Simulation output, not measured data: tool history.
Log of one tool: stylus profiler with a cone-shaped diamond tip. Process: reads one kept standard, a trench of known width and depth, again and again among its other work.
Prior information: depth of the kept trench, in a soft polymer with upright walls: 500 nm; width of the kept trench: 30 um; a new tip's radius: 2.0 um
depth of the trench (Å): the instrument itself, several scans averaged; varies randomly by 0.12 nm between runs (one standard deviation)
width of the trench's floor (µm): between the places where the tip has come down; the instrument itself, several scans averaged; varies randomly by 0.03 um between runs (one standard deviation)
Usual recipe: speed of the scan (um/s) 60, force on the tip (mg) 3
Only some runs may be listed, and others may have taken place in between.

run,day,speed of the scan (um/s),force on the tip (mg),depth of the trench (Å),width of the trench's floor (µm)
1,0,60,3,5082.8,26.8
2,2.933,60,3,5083.8,26.7
3,6.388,60,1.47,5054.9,26.55
4,9.067,60,3,5086.2,26.54
5,11.133,38,3,5086,26.64
6,13.258,38,3,5089.2,26.5
7,15.1,38,3,5087.6,26.4
8,17.95,182,5.24,5125.2,25.95
9,20.596,60,4.85,5121.4,26.26
10,22.504,43,4.42,5116.7,26.27
11,26.288,43,1.15,5055.1,26.07
12,29.962,43,1.15,5052.8,25.93
13,31.638,43,1.15,5053.8,25.89

Removed from this log: 1 entry logged between the listed runs. Between which two listed runs does each belong, and how does the tool's hidden state at the listed run before it compare with that at the listed run after it?
Runs 9 to 10: height scale calibrated on a step standard (day 20.879)
  radius of the tip, um: 3.39 -> 3.47; height scale over the true one, %: 0.123 -> 0.18
  measured value less the no-hidden-state value, depth of the trench (Å): +6.3 -> +9.2; width of the trench's floor (µm): -0.9 -> -0.94
